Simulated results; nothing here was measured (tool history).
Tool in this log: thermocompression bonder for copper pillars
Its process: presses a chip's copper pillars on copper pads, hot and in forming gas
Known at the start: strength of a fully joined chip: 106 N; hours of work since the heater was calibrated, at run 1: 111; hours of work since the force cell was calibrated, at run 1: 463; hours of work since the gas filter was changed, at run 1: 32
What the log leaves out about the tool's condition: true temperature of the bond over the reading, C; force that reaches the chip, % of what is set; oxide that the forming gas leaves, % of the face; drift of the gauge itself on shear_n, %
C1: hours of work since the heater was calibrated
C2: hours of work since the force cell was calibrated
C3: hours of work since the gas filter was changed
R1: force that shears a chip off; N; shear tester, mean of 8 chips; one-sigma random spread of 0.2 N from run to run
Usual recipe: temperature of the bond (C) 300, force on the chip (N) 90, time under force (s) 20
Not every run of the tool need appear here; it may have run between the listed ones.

run 1 hour=0 | temperature_of_the_bond_(C)=300 force_on_the_chip_(N)=90 time_under_force_(s)=20 | C1=111 C2=463 C3=32 | R1=61.5
run 2 hour=10 | temperature_of_the_bond_(C)=300 force_on_the_chip_(N)=90 time_under_force_(s)=20 | C1=119 C2=470 C3=40 | R1=61.1
run 3 hour=27.2 | temperature_of_the_bond_(C)=279 force_on_the_chip_(N)=90 time_under_force_(s)=20 | C1=132 C2=483 C3=53 | R1=50.3
run 4 hour=36.7 | temperature_of_the_bond_(C)=308 force_on_the_chip_(N)=90 time_under_force_(s)=20 | C1=139 C2=490 C3=60 | R1=65.4
run 5 hour=51.9 | temperature_of_the_bond_(C)=308 force_on_the_chip_(N)=90 time_under_force_(s)=20 | C1=150 C2=502 C3=72 | R1=65.3
run 6 hour=67.3 | temperature_of_the_bond_(C)=300 force_on_the_chip_(N)=78 time_under_force_(s)=20 | C1=162 C2=514 C3=83 | R1=55.8
run 7 hour=77.2 | temperature_of_the_bond_(C)=300 force_on_the_chip_(N)=78 time_under_force_(s)=20 | C1=170 C2=521 C3=91 | R1=55.7
run 8 hour=92.8 | temperature_of_the_bond_(C)=300 force_on_the_chip_(N)=78 time_under_force_(s)=20 | C1=182 C2=533 C3=103 | R1=55.8
run 9 hour=109 | temperature_of_the_bond_(C)=300 force_on_the_chip_(N)=90 time_under_force_(s)=20 | C1=194 C2=545 C3=115 | R1=61.7
run 10 hour=121.8 | temperature_of_the_bond_(C)=300 force_on_the_chip_(N)=90 time_under_force_(s)=20 | C1=204 C2=555 C3=125 | R1=61.5
run 11 hour=137.9 | temperature_of_the_bond_(C)=306 force_on_the_chip_(N)=118 time_under_force_(s)=34 | C1=216 C2=567 C3=137 | R1=85.3
run 12 hour=154.4 | temperature_of_the_bond_(C)=306 force_on_the_chip_(N)=118 time_under_force_(s)=34 | C1=228 C2=580 C3=149 | R1=85.6
run 13 hour=167.1 | temperature_of_the_bond_(C)=308 force_on_the_chip_(N)=118 time_under_force_(s)=51 | C1=238 C2=590 C3=159 | R1=92.3
run 14 hour=177.5 | temperature_of_the_bond_(C)=308 force_on_the_chip_(N)=118 time_under_force_(s)=51 | C1=246 C2=597 C3=167 | R1=92.6
run 15 hour=193.1 | temperature_of_the_bond_(C)=308 force_on_the_chip_(N)=118 time_under_force_(s)=51 | C1=258 C2=609 C3=179 | R1=93
-- hour=203.1 forming gas filter changed
run 16 hour=208.1 | temperature_of_the_bond_(C)=300 force_on_the_chip_(N)=124 time_under_force_(s)=17 | C1=269 C2=620 C3=4 | R1=71.9
run 17 hour=219.5 | temperature_of_the_bond_(C)=273 force_on_the_chip_(N)=64 time_under_force_(s)=28 | C1=277 C2=629 C3=12 | R1=41.8
run 18 hour=232.9 | temperature_of_the_bond_(C)=273 force_on_the_chip_(N)=64 time_under_force_(s)=28 | C1=288 C2=639 C3=23 | R1=41.7
run 19 hour=247.7 | temperature_of_the_bond_(C)=315 force_on_the_chip_(N)=64 time_under_force_(s)=23 | C1=299 C2=650 C3=34 | R1=59.2

Hidden condition of the tool, last listed run before each entry between runs versus first listed run after:
Between runs 15 and 16: forming gas filter changed (hour 203.1)
  oxide that the forming gas leaves, % of the face: 0.65 -> 0.5; drift of the gauge itself on shear_n, %: 1.02 -> 1.1
  what was measured, less what the result would be without the hidden state, R1: +0.9 -> +0.9 N
